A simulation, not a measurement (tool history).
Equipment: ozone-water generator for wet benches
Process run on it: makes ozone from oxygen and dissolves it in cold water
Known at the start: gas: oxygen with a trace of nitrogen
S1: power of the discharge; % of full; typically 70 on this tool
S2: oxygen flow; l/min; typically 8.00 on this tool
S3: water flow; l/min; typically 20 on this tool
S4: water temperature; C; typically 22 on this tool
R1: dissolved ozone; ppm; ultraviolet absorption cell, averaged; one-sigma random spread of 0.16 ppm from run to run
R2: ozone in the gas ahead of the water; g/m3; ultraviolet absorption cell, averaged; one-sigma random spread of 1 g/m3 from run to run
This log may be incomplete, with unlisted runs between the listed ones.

run,hour,S1,S2,S3,S4,R1,R2
1,0.0,70,8.00,20,22,18.9,178.9
2,108.5,70,8.00,20,22,18.7,175.9
3,227.5,70,8.00,20,22,18.8,176.6
4,378.6,70,8.00,20,22,18.7,177.6
5,475.3,43,8.00,20,22,12.7,120.8
6,570.2,43,8.00,20,22,12.7,119.7
7,641.6,51,8.00,20,22,14.5,137.7
8,765.8,51,8.00,20,22,14.3,138.1
9,903.1,51,8.00,20,22,14.4,137.5
10,1003.7,51,8.00,20,22,14.1,137.2
11,1116.7,70,8.00,20,22,18.6,174.5
12,1199.7,70,8.00,20,22,18.5,175.4
13,1266.9,70,8.00,20,22,18.2,174.5
14,1349.6,70,8.00,20,22,18.2,175.8
15,1491.5,70,8.00,20,22,18.4,172.9
# hour 1608.4: water thermometer calibrated
16,1640.4,70,8.00,20,22,18.5,173.7
17,1776.7,70,8.00,20,22,18.4,176.4
18,1906.0,70,4.38,12,24,24.9,216.3
19,2025.0,70,4.38,12,24,25.1,216.8
20,2145.7,54,10.34,12,16,23.8,128.5
21,2215.6,54,10.34,26,20,12.7,129.3
22,2346.9,80,10.34,13,20,28.0,172.6
23,2438.4,80,10.34,13,20,27.7,172.2
24,2538.3,80,10.34,13,20,28.0,174.4
25,2637.2,88,8.00,20,22,21.3,203.7
26,2709.8,88,8.00,20,22,21.6,204.5
27,2808.2,88,8.00,20,22,21.1,204.4
28,2926.5,70,4.07,14,14,25.3,219.5
29,3019.4,70,4.07,14,14,25.4,217.6
30,3125.9,70,4.07,14,14,25.4,217.6
31,3200.8,62,9.98,13,22,21.8,143.0
32,3347.3,44,12.62,13,23,15.9,101.9
33,3448.7,70,4.16,20,25,15.6,215.5
34,3552.1,70,4.16,20,25,15.3,215.7

Below, each run's measurement less what the same run would have read without the hidden state. Both values contain the same run-to-run variation, but the gauge's scatter may not be the same in both:
The hidden state here: yield of the discharge, % of new electrodes'; contactor's efficiency, % of a clean one's; true water temperature over the reading, C; drift of the gauge itself on ozone_ppm, %; drift of the gauge itself on gas_g_m3, %.
run,R1,R2
1,-1.0,-6.9
2,-0.9,-7.0
3,-1.1,-7.3
4,-1.1,-7.7
5,-0.5,-3.3
6,-0.6,-3.3
7,-0.8,-4.8
8,-0.8,-5.0
9,-0.9,-5.1
10,-0.9,-5.3
11,-1.4,-9.2
12,-1.4,-9.4
13,-1.4,-9.6
14,-1.4,-9.9
15,-1.5,-10.0
16,-1.5,-10.5
17,-1.5,-10.8
18,-2.0,-13.6
19,-2.1,-14.1
20,-1.7,-6.8
21,-1.0,-6.9
22,-2.7,-13.3
23,-2.8,-13.5
24,-2.8,-13.9
25,-2.4,-17.7
26,-2.5,-18.1
27,-2.5,-18.4
28,-2.6,-16.9
29,-2.7,-17.1
30,-2.7,-17.4
31,-2.2,-10.5
32,-1.2,-5.4
33,-1.9,-18.2
34,-1.8,-18.5
